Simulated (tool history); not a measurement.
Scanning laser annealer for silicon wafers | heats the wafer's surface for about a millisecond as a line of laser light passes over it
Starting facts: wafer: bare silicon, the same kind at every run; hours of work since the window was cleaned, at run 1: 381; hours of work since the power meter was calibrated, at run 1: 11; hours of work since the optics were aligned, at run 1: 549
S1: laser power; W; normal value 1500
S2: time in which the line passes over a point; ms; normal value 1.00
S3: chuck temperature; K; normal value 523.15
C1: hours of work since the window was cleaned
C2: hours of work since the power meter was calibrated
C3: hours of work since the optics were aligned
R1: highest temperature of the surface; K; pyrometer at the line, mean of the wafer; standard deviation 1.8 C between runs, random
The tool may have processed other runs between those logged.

run 1 hour=0.0 | S1=1500 S2=1.00 S3=523.15 | C1=381 C2=11 C3=549 | R1=1191.15
run 2 hour=30.0 | S1=1500 S2=1.00 S3=523.15 | C1=394 C2=24 C3=563 | R1=1195.15
run 3 hour=53.8 | S1=1500 S2=1.03 S3=523.15 | C1=405 C2=34 C3=573 | R1=1201.15
run 4 hour=77.1 | S1=1500 S2=1.03 S3=523.15 | C1=415 C2=45 C3=583 | R1=1203.15
run 5 hour=91.7 | S1=1500 S2=0.93 S3=523.15 | C1=421 C2=51 C3=589 | R1=1161.15
run 6 hour=109.8 | S1=1500 S2=1.00 S3=528.15 | C1=429 C2=59 C3=597 | R1=1192.15
run 7 hour=132.4 | S1=1435 S2=1.00 S3=528.15 | C1=439 C2=69 C3=607 | R1=1155.15
run 8 hour=145.5 | S1=1435 S2=1.00 S3=528.15 | C1=445 C2=75 C3=613 | R1=1156.15
run 9 hour=172.5 | S1=1435 S2=1.00 S3=528.15 | C1=456 C2=86 C3=625 | R1=1156.15
run 10 hour=197.1 | S1=1443 S2=1.00 S3=523.15 | C1=467 C2=97 C3=635 | R1=1151.15
-- hour=225.3 window over the wafer cleaned
run 11 hour=227.5 | S1=1443 S2=1.00 S3=523.15 | C1=1 C2=109 C3=648 | R1=1192.15
run 12 hour=256.8 | S1=1500 S2=1.00 S3=523.15 | C1=14 C2=122 C3=661 | R1=1221.15
run 13 hour=286.5 | S1=1362 S2=1.00 S3=523.15 | C1=27 C2=135 C3=674 | R1=1144.15
run 14 hour=307.6 | S1=1362 S2=1.00 S3=523.15 | C1=36 C2=144 C3=683 | R1=1143.15
run 15 hour=329.7 | S1=1500 S2=1.00 S3=523.15 | C1=46 C2=154 C3=693 | R1=1219.15
run 16 hour=359.5 | S1=1500 S2=1.00 S3=494.15 | C1=59 C2=167 C3=706 | R1=1190.15
run 17 hour=388.8 | S1=1538 S2=0.99 S3=523.15 | C1=71 C2=180 C3=718 | R1=1233.15
run 18 hour=403.6 | S1=1538 S2=0.72 S3=523.15 | C1=78 C2=186 C3=725 | R1=1109.15
run 19 hour=424.9 | S1=1538 S2=0.72 S3=523.15 | C1=87 C2=196 C3=734 | R1=1106.15
run 20 hour=452.6 | S1=1538 S2=1.10 S3=512.15 | C1=99 C2=208 C3=746 | R1=1266.15
run 21 hour=468.6 | S1=1374 S2=1.00 S3=538.15 | C1=106 C2=215 C3=753 | R1=1156.15
run 22 hour=484.0 | S1=1374 S2=1.00 S3=548.15 | C1=113 C2=221 C3=760 | R1=1169.15
run 23 hour=508.1 | S1=1374 S2=1.00 S3=548.15 | C1=124 C2=232 C3=770 | R1=1168.15
run 24 hour=540.7 | S1=1374 S2=1.00 S3=548.15 | C1=138 C2=246 C3=785 | R1=1166.15
run 25 hour=554.5 | S1=1481 S2=0.86 S3=550.15 | C1=144 C2=252 C3=791 | R1=1171.15
run 26 hour=574.1 | S1=1481 S2=0.83 S3=515.15 | C1=152 C2=261 C3=799 | R1=1119.15
run 27 hour=604.5 | S1=1495 S2=0.72 S3=518.15 | C1=166 C2=274 C3=812 | R1=1076.15
run 28 hour=618.9 | S1=1495 S2=0.72 S3=518.15 | C1=172 C2=280 C3=819 | R1=1078.15
run 29 hour=634.4 | S1=1348 S2=0.86 S3=528.15 | C1=179 C2=287 C3=826 | R1=1081.15
run 30 hour=655.8 | S1=1295 S2=0.76 S3=528.15 | C1=188 C2=296 C3=835 | R1=1018.15
run 31 hour=674.5 | S1=1500 S2=1.00 S3=560.15 | C1=196 C2=305 C3=843 | R1=1241.15
run 32 hour=707.3 | S1=1500 S2=0.97 S3=485.15 | C1=210 C2=319 C3=857 | R1=1152.15

Hidden condition of the tool, last listed run before each entry between runs versus first listed run after:
In the gap between runs 10 and 11: window over the wafer cleaned (hour 225.3)
  light that passes the window, % of a clean one's: 94.9 -> 99.89; width of the line over the set one, %: 2.95 -> 3
  measured minus no-state result, R1: -53.00 -> -14.00 K
